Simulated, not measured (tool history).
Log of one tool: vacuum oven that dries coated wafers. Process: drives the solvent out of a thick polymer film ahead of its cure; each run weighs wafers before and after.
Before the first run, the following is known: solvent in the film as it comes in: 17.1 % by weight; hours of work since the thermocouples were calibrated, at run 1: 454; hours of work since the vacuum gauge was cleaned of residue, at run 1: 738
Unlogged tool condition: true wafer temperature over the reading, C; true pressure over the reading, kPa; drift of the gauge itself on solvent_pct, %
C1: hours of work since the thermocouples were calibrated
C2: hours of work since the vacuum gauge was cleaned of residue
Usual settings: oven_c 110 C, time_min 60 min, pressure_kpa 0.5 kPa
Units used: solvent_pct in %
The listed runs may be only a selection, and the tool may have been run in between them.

Run 1, hour 0: usual settings; C1 454; C2 738. Result: solvent_pct 1.01 %.
Run 2, hour 23.1: usual settings but oven_c 120 C; C1 465; C2 749. Result: solvent_pct 0.28 %.
Run 3, hour 68.7: usual settings but oven_c 120 C; C1 486; C2 769. Result: solvent_pct 0.31 %.
Run 4, hour 92.7: usual settings but oven_c 120 C; C1 496; C2 780. Result: solvent_pct 0.34 %.
Run 5, hour 124.1: usual settings but oven_c 120 C; C1 511; C2 794. Result: solvent_pct 0.36 %.
Run 6, hour 144.3: usual settings but oven_c 120 C, time_min 38 min; C1 520; C2 803. Result: solvent_pct 1.04 %.
Run 7, hour 166.4: usual settings but pressure_kpa 0.445 kPa; C1 530; C2 813. Result: solvent_pct 0.96 %.
Run 8, hour 205.6: usual settings but pressure_kpa 0.445 kPa; C1 548; C2 831. Result: solvent_pct 0.95 %.
Run 9, hour 246.7: usual settings but time_min 72 min; C1 566; C2 850. Result: solvent_pct 0.64 %.
Run 10, hour 273.1: usual settings but time_min 72 min; C1 578; C2 862. Result: solvent_pct 0.59 %.
Run 11, hour 308.3: usual settings but time_min 72 min; C1 594; C2 878. Result: solvent_pct 0.62 %.
Run 12, hour 327.6: usual settings but time_min 72 min, pressure_kpa 1.19 kPa; C1 603; C2 886. Result: solvent_pct 0.9 %.
Run 13, hour 351.2: usual settings but time_min 42 min; C1 613; C2 897. Result: solvent_pct 2 %.
Run 14, hour 396.8: usual settings but time_min 42 min; C1 634; C2 918. Result: solvent_pct 1.94 %.
Run 15, hour 426.8: usual settings but time_min 42 min; C1 648; C2 931. Result: solvent_pct 1.99 %.
Run 16, hour 468.7: usual settings but time_min 42 min; C1 667; C2 950. Result: solvent_pct 1.94 %.
Run 17, hour 505.2: usual settings; C1 683; C2 967. Result: solvent_pct 0.93 %.
Run 18, hour 545.3: usual settings but oven_c 100 C; C1 701; C2 985. Result: solvent_pct 2.33 %.
At hour 551.5: oven's thermocouples calibrated.
Run 19, hour 582.2: usual settings but oven_c 100 C; C1 14; C2 1001. Result: solvent_pct 2.2 %.
Run 20, hour 618.4: usual settings but oven_c 100 C; C1 30; C2 1017. Result: solvent_pct 2.16 %.
Run 21, hour 655.5: usual settings but oven_c 100 C; C1 47; C2 1034. Result: solvent_pct 2.17 %.
Run 22, hour 681.3: usual settings but oven_c 100 C; C1 59; C2 1046. Result: solvent_pct 2.2 %.
Run 23, hour 718.6: usual settings but oven_c 116 C; C1 76; C2 1063. Result: solvent_pct 0.48 %.
At hour 760.7: oven's thermocouples calibrated, once more.
Run 24, hour 762.9: usual settings; C1 1; C2 1082. Result: solvent_pct 1.09 %.
Run 25, hour 790.6: usual settings; C1 14; C2 1094. Result: solvent_pct 1.1 %.
Run 26, hour 818.8: usual settings but oven_c 96 C, time_min 56 min, pressure_kpa 0.368 kPa; C1 26; C2 1107. Result: solvent_pct 3.64 %.
Run 27, hour 858.2: usual settings but oven_c 102 C, time_min 44 min, pressure_kpa 0.436 kPa; C1 44; C2 1125. Result: solvent_pct 3.51 %.
Run 28, hour 895.8: usual settings but oven_c 96 C, time_min 96 min, pressure_kpa 0.542 kPa; C1 61; C2 1142. Result: solvent_pct 1.57 %.
Run 29, hour 917.6: usual settings but oven_c 95 C, time_min 36 min, pressure_kpa 0.79 kPa; C1 71; C2 1152. Result: solvent_pct 6.21 %.
Run 30, hour 949: usual settings but oven_c 95 C, time_min 36 min, pressure_kpa 0.79 kPa; C1 85; C2 1166. Result: solvent_pct 6.26 %.
Run 31, hour 976.3: usual settings but oven_c 95 C, time_min 36 min, pressure_kpa 0.79 kPa; C1 98; C2 1178. Result: solvent_pct 6.14 %.
Run 32, hour 1008: usual settings but oven_c 95 C, time_min 36 min, pressure_kpa 0.79 kPa; C1 112; C2 1193. Result: solvent_pct 6.03 %.
Run 33, hour 1034.9: usual settings but oven_c 95 C, time_min 36 min, pressure_kpa 0.79 kPa; C1 124; C2 1205. Result: solvent_pct 6.19 %.
Run 34, hour 1055.8: usual settings but oven_c 118 C, time_min 66 min, pressure_kpa 0.618 kPa; C1 134; C2 1214. Result: solvent_pct 0.45 %.
Run 35, hour 1080.8: usual settings but oven_c 114 C, time_min 66 min, pressure_kpa 1.129 kPa; C1 145; C2 1226. Result: solvent_pct 0.81 %.
Run 36, hour 1126.6: usual settings but oven_c 120 C, time_min 53 min, pressure_kpa 0.434 kPa; C1 166; C2 1246. Result: solvent_pct 0.46 %.
Run 37, hour 1146.2: usual settings but oven_c 120 C, time_min 53 min, pressure_kpa 0.434 kPa; C1 175; C2 1255. Result: solvent_pct 0.47 %.
Run 38, hour 1185.7: usual settings but oven_c 111 C, time_min 46 min; C1 192; C2 1273. Result: solvent_pct 1.6 %.
Run 39, hour 1210.9: usual settings but oven_c 111 C, time_min 46 min; C1 204; C2 1285. Result: solvent_pct 1.69 %.
Run 40, hour 1238.4: usual settings but oven_c 111 C, time_min 101 min, pressure_kpa 1.567 kPa; C1 216; C2 1297. Result: solvent_pct 0.69 %.
Run 41, hour 1258.1: usual settings but oven_c 112 C, time_min 50 min, pressure_kpa 0.303 kPa; C1 225; C2 1306. Result: solvent_pct 1.21 %.
Run 42, hour 1296.5: usual settings but oven_c 123 C, time_min 46 min, pressure_kpa 1.12 kPa; C1 243; C2 1323. Result: solvent_pct 0.63 %.
Run 43, hour 1321.7: usual settings but oven_c 123 C, time_min 46 min, pressure_kpa 1.12 kPa; C1 254; C2 1335. Result: solvent_pct 0.65 %.
Run 44, hour 1366.5: usual settings but oven_c 123 C, time_min 46 min, pressure_kpa 1.12 kPa; C1 274; C2 1355. Result: solvent_pct 0.67 %.
Run 45, hour 1386.7: usual settings but oven_c 123 C, time_min 46 min, pressure_kpa 1.12 kPa; C1 283; C2 1364. Result: solvent_pct 0.65 %.
Run 46, hour 1427.8: usual settings but oven_c 123 C, time_min 46 min, pressure_kpa 1.12 kPa; C1 302; C2 1383. Result: solvent_pct 0.73 %.
Run 47, hour 1468.8: usual settings but oven_c 123 C, time_min 46 min, pressure_kpa 1.12 kPa; C1 321; C2 1401. Result: solvent_pct 0.67 %.

Below, some changes in solvent_pct between adjacent runs. For each, the amount present without the hidden state too (settings, incoming material, random variation) and the amount remaining for the hidden state with gauge scatter not shared by both compared results:
Run 18 -> 19: oven's thermocouples calibrated. solvent_pct -0.13 %: hidden state -0.13, all else +0.
Run 22 -> 23: oven_c 100 -> 116. solvent_pct -1.72 %: hidden state +0.26, all else -1.98.
Run 23 -> 24: oven_c 116 -> 110, oven's thermocouples calibrated, once more. solvent_pct +0.61 %: hidden state +0.14, all else +0.47.
Run 25 -> 26: oven_c 110 -> 96, time_min 60 -> 56, pressure_kpa 0.5 -> 0.368. solvent_pct +2.54 %: hidden state +0.02, all else +2.52.
Run 28 -> 29: oven_c 96 -> 95, time_min 96 -> 36, pressure_kpa 0.542 -> 0.79. solvent_pct +4.64 %: hidden state -0.03, all else +4.67.
Run 33 -> 34: oven_c 95 -> 118, time_min 36 -> 66, pressure_kpa 0.79 -> 0.618. solvent_pct -5.74 %: hidden state +0, all else -5.74.

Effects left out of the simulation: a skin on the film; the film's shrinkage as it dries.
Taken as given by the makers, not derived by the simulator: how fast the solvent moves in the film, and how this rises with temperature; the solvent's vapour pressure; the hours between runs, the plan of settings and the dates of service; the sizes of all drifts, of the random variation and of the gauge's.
